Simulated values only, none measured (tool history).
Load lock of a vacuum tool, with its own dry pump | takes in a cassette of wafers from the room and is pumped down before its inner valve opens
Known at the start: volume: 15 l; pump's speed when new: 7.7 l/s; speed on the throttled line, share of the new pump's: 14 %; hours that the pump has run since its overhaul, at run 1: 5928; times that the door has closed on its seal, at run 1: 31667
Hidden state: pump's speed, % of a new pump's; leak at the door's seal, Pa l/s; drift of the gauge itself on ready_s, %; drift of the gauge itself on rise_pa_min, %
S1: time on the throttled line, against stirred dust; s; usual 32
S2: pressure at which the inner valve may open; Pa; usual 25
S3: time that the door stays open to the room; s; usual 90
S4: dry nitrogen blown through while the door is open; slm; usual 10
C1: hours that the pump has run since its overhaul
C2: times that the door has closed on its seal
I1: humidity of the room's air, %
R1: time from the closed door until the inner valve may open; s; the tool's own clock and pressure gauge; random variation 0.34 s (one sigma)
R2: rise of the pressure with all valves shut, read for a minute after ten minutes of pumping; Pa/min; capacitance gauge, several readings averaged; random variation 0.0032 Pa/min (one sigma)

{"run": 1, "day": 0.0, "S1": 32, "S2": 25, "S3": 90, "S4": 10, "C1": 5928, "C2": 31667, "I1": 41.5, "R1": 45, "R2": 0.869}
{"day": 1.771, "done": "door's seal changed, seat wiped"}
{"run": 2, "day": 10.183, "S1": 32, "S2": 25, "S3": 90, "S4": 10, "C1": 6171, "C2": 957, "I1": 45.5, "R1": 44.7, "R2": 0.128}
{"run": 3, "day": 17.025, "S1": 32, "S2": 25, "S3": 90, "S4": 10, "C1": 6335, "C2": 1735, "I1": 45.8, "R1": 44.1, "R2": 0.134}
{"run": 4, "day": 22.062, "S1": 32, "S2": 25, "S3": 90, "S4": 10, "C1": 6456, "C2": 2307, "I1": 41.1, "R1": 44.1, "R2": 0.13}
{"run": 5, "day": 32.633, "S1": 32, "S2": 25, "S3": 90, "S4": 10, "C1": 6710, "C2": 3509, "I1": 40.7, "R1": 44.8, "R2": 0.143}
{"run": 6, "day": 40.7, "S1": 32, "S2": 25, "S3": 90, "S4": 10, "C1": 6903, "C2": 4426, "I1": 43, "R1": 45.3, "R2": 0.155}
{"run": 7, "day": 47.112, "S1": 32, "S2": 25, "S3": 90, "S4": 10, "C1": 7057, "C2": 5155, "I1": 44.3, "R1": 44.1, "R2": 0.168}
{"run": 8, "day": 53.567, "S1": 32, "S2": 25, "S3": 90, "S4": 10, "C1": 7212, "C2": 5889, "I1": 45.1, "R1": 44.9, "R2": 0.175}
{"run": 9, "day": 64.554, "S1": 33, "S2": 25, "S3": 90, "S4": 10, "C1": 7476, "C2": 7138, "I1": 47.2, "R1": 46, "R2": 0.201}
{"run": 10, "day": 70.742, "S1": 32, "S2": 25, "S3": 38, "S4": 10, "C1": 7624, "C2": 7842, "I1": 46.6, "R1": 44.7, "R2": 0.155}
{"run": 11, "day": 82.767, "S1": 42, "S2": 25, "S3": 90, "S4": 10, "C1": 7913, "C2": 9209, "I1": 44, "R1": 53.4, "R2": 0.218}
{"run": 12, "day": 87.846, "S1": 42, "S2": 25, "S3": 90, "S4": 4, "C1": 8035, "C2": 9786, "I1": 44.1, "R1": 52.9, "R2": 0.247}
{"run": 13, "day": 99.067, "S1": 42, "S2": 25, "S3": 90, "S4": 4, "C1": 8304, "C2": 11062, "I1": 45.4, "R1": 53.4, "R2": 0.273}
{"run": 14, "day": 107.821, "S1": 32, "S2": 25, "S3": 90, "S4": 10, "C1": 8514, "C2": 12058, "I1": 43.2, "R1": 45.1, "R2": 0.269}
{"run": 15, "day": 115.021, "S1": 32, "S2": 25, "S3": 90, "S4": 10, "C1": 8687, "C2": 12876, "I1": 46.3, "R1": 44.8, "R2": 0.288}
{"run": 16, "day": 121.933, "S1": 32, "S2": 25, "S3": 85, "S4": 10, "C1": 8853, "C2": 13662, "I1": 45.9, "R1": 45.1, "R2": 0.3}
{"run": 17, "day": 128.0, "S1": 32, "S2": 25, "S3": 90, "S4": 10, "C1": 8999, "C2": 14352, "I1": 42.8, "R1": 44.3, "R2": 0.298}
{"run": 18, "day": 136.879, "S1": 32, "S2": 25, "S3": 90, "S4": 10, "C1": 9212, "C2": 15361, "I1": 47.3, "R1": 45.1, "R2": 0.335}
{"run": 19, "day": 146.471, "S1": 32, "S2": 25, "S3": 90, "S4": 10, "C1": 9442, "C2": 16452, "I1": 40.6, "R1": 44.9, "R2": 0.34}
{"run": 20, "day": 152.321, "S1": 49, "S2": 25, "S3": 90, "S4": 10, "C1": 9582, "C2": 17117, "I1": 45.3, "R1": 59.4, "R2": 0.366}
{"run": 21, "day": 160.679, "S1": 49, "S2": 25, "S3": 90, "S4": 10, "C1": 9783, "C2": 18067, "I1": 47.9, "R1": 58.9, "R2": 0.39}
{"run": 22, "day": 169.15, "S1": 49, "S2": 25, "S3": 90, "S4": 10, "C1": 9986, "C2": 19030, "I1": 46.8, "R1": 59.7, "R2": 0.421}
{"run": 23, "day": 180.888, "S1": 32, "S2": 29, "S3": 90, "S4": 4, "C1": 10268, "C2": 20365, "I1": 40.2, "R1": 44.6, "R2": 0.452}
{"run": 24, "day": 187.533, "S1": 48, "S2": 21, "S3": 55, "S4": 19, "C1": 10427, "C2": 21120, "I1": 44.1, "R1": 58.8, "R2": 0.407}
{"run": 25, "day": 198.954, "S1": 48, "S2": 21, "S3": 55, "S4": 19, "C1": 10701, "C2": 22419, "I1": 41.6, "R1": 58.4, "R2": 0.436}
{"run": 26, "day": 209.325, "S1": 32, "S2": 25, "S3": 110, "S4": 10, "C1": 10950, "C2": 23598, "I1": 44.4, "R1": 45, "R2": 0.543}
{"run": 27, "day": 216.9, "S1": 32, "S2": 25, "S3": 110, "S4": 10, "C1": 11132, "C2": 24459, "I1": 41.7, "R1": 45.3, "R2": 0.554}
{"run": 28, "day": 221.862, "S1": 32, "S2": 25, "S3": 28, "S4": 10, "C1": 11251, "C2": 25023, "I1": 41.9, "R1": 45.5, "R2": 0.491}
{"run": 29, "day": 228.458, "S1": 30, "S2": 37, "S3": 169, "S4": 10, "C1": 11410, "C2": 25773, "I1": 41.7, "R1": 43.3, "R2": 0.632}
{"run": 30, "day": 240.058, "S1": 32, "S2": 25, "S3": 137, "S4": 31, "C1": 11688, "C2": 27092, "I1": 43, "R1": 45.3, "R2": 0.616}
{"run": 31, "day": 244.938, "S1": 60, "S2": 25, "S3": 90, "S4": 10, "C1": 11805, "C2": 27647, "I1": 46, "R1": 69.2, "R2": 0.642}
{"run": 32, "day": 256.217, "S1": 60, "S2": 25, "S3": 90, "S4": 10, "C1": 12076, "C2": 28929, "I1": 46.9, "R1": 68.3, "R2": 0.708}
{"run": 33, "day": 265.075, "S1": 60, "S2": 25, "S3": 90, "S4": 10, "C1": 12288, "C2": 29937, "I1": 42.5, "R1": 69.4, "R2": 0.698}
{"run": 34, "day": 275.271, "S1": 60, "S2": 25, "S3": 90, "S4": 10, "C1": 12533, "C2": 31095, "I1": 47, "R1": 68.6, "R2": 0.767}
{"day": 282.375, "done": "door's seal changed, seat wiped"}
{"run": 35, "day": 283.933, "S1": 17, "S2": 25, "S3": 79, "S4": 10, "C1": 12739, "C2": 177, "I1": 48.4, "R1": 33.2, "R2": 0.12}
{"run": 36, "day": 294.679, "S1": 16, "S2": 25, "S3": 79, "S4": 11, "C1": 12997, "C2": 1399, "I1": 43.3, "R1": 31.8, "R2": 0.113}
{"run": 37, "day": 305.379, "S1": 16, "S2": 28, "S3": 79, "S4": 11, "C1": 13254, "C2": 2616, "I1": 45.5, "R1": 32.1, "R2": 0.129}

Forecast each of these 4 alternatives for the next run:
{"run": "A", "day": 314.6, "S1": 35, "S2": 25, "S3": 79, "S4": 11, "C1": 13475, "C2": 3664, "I1": 46.4, "R1": "?", "R2": "?"}
{"run": "B", "day": 314.6, "S1": 24, "S2": 28, "S3": 79, "S4": 11, "C1": 13475, "C2": 3664, "I1": 43.2, "R1": "?", "R2": "?"}
{"run": "C", "day": 314.6, "S1": 16, "S2": 28, "S3": 90, "S4": 10, "C1": 13475, "C2": 3664, "I1": 47.1, "R1": "?", "R2": "?"}
{"run": "D", "day": 314.6, "S1": 50, "S2": 25, "S3": 88, "S4": 10, "C1": 13475, "C2": 3664, "I1": 44.3, "R1": "?", "R2": "?"}

run=A R1=47.7 R2=0.143
run=B R1=38.8 R2=0.137
run=C R1=31.6 R2=0.149
run=D R1=60.5 R2=0.155
Without the tool's hidden state the same runs would have given:
run=A R1=45.9 R2=0.108
run=B R1=36.7 R2=0.102
run=C R1=29.4 R2=0.114
run=D R1=59 R2=0.12

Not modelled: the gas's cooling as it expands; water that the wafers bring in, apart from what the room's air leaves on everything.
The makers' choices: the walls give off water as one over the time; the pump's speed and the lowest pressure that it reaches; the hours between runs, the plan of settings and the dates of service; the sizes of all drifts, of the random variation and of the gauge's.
